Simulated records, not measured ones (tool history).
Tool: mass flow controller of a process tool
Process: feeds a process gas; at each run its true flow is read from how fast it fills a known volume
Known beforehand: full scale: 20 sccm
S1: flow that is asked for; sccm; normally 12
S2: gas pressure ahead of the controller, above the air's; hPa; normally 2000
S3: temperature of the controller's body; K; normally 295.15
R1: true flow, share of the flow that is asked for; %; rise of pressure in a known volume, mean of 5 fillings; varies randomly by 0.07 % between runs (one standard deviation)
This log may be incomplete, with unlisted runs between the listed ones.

{"run": 1, "day": 0.0, "S1": 12, "S2": 2000, "S3": 295.15, "R1": 98.99}
{"run": 2, "day": 14.217, "S1": 12, "S2": 2000, "S3": 298.15, "R1": 98.66}
{"run": 3, "day": 25.988, "S1": 12, "S2": 2000, "S3": 298.15, "R1": 98.72}
{"day": 32.45, "done": "controller's zero set anew"}
{"run": 4, "day": 38.7, "S1": 12, "S2": 2000, "S3": 298.15, "R1": 98.59}
{"run": 5, "day": 48.038, "S1": 12, "S2": 2000, "S3": 296.15, "R1": 98.72}
{"run": 6, "day": 57.962, "S1": 12, "S2": 2630, "S3": 295.15, "R1": 98.31}
{"run": 7, "day": 69.933, "S1": 12, "S2": 2630, "S3": 295.15, "R1": 98.38}
{"run": 8, "day": 77.292, "S1": 12, "S2": 2630, "S3": 295.15, "R1": 98.32}
{"run": 9, "day": 89.133, "S1": 12, "S2": 2000, "S3": 297.15, "R1": 98.6}
{"run": 10, "day": 98.929, "S1": 12, "S2": 2000, "S3": 297.15, "R1": 98.48}
{"run": 11, "day": 106.354, "S1": 12, "S2": 1610, "S3": 297.15, "R1": 98.79}
{"run": 12, "day": 119.121, "S1": 12, "S2": 2000, "S3": 293.15, "R1": 98.9}
{"run": 13, "day": 133.571, "S1": 12, "S2": 2000, "S3": 293.15, "R1": 98.74}
{"run": 14, "day": 143.542, "S1": 12, "S2": 2000, "S3": 293.15, "R1": 98.69}
{"run": 15, "day": 151.296, "S1": 12, "S2": 2000, "S3": 313.15, "R1": 96.75}
{"run": 16, "day": 164.212, "S1": 12, "S2": 2000, "S3": 313.15, "R1": 96.64}
{"run": 17, "day": 172.167, "S1": 12, "S2": 2710, "S3": 295.15, "R1": 97.99}
{"run": 18, "day": 187.817, "S1": 12, "S2": 2710, "S3": 295.15, "R1": 97.86}
{"run": 19, "day": 195.129, "S1": 4, "S2": 1460, "S3": 295.15, "R1": 97.45}
{"run": 20, "day": 211.929, "S1": 7, "S2": 1880, "S3": 301.15, "R1": 97.07}
{"run": 21, "day": 226.054, "S1": 3, "S2": 1490, "S3": 296.15, "R1": 97.02}
{"run": 22, "day": 236.338, "S1": 3, "S2": 1490, "S3": 296.15, "R1": 96.94}
{"day": 243.196, "done": "gauge calibrated"}
{"run": 23, "day": 250.242, "S1": 3, "S2": 1490, "S3": 296.15, "R1": 98.05}
{"run": 24, "day": 261.188, "S1": 6, "S2": 1490, "S3": 296.15, "R1": 98.38}
{"run": 25, "day": 272.95, "S1": 6, "S2": 1490, "S3": 296.15, "R1": 98.4}
{"run": 26, "day": 287.454, "S1": 6, "S2": 1490, "S3": 296.15, "R1": 98.23}
{"run": 27, "day": 296.388, "S1": 3, "S2": 1490, "S3": 295.15, "R1": 97.93}

What does the tool deliver on the next run?
{"run": 28, "day": 306.529, "S1": 3, "S2": 1490, "S3": 295.15, "R1": "?"}

{"run 28": {"R1": 97.83}}
Minus the tool's unlogged condition, the same run would have read R1 98.08 %.

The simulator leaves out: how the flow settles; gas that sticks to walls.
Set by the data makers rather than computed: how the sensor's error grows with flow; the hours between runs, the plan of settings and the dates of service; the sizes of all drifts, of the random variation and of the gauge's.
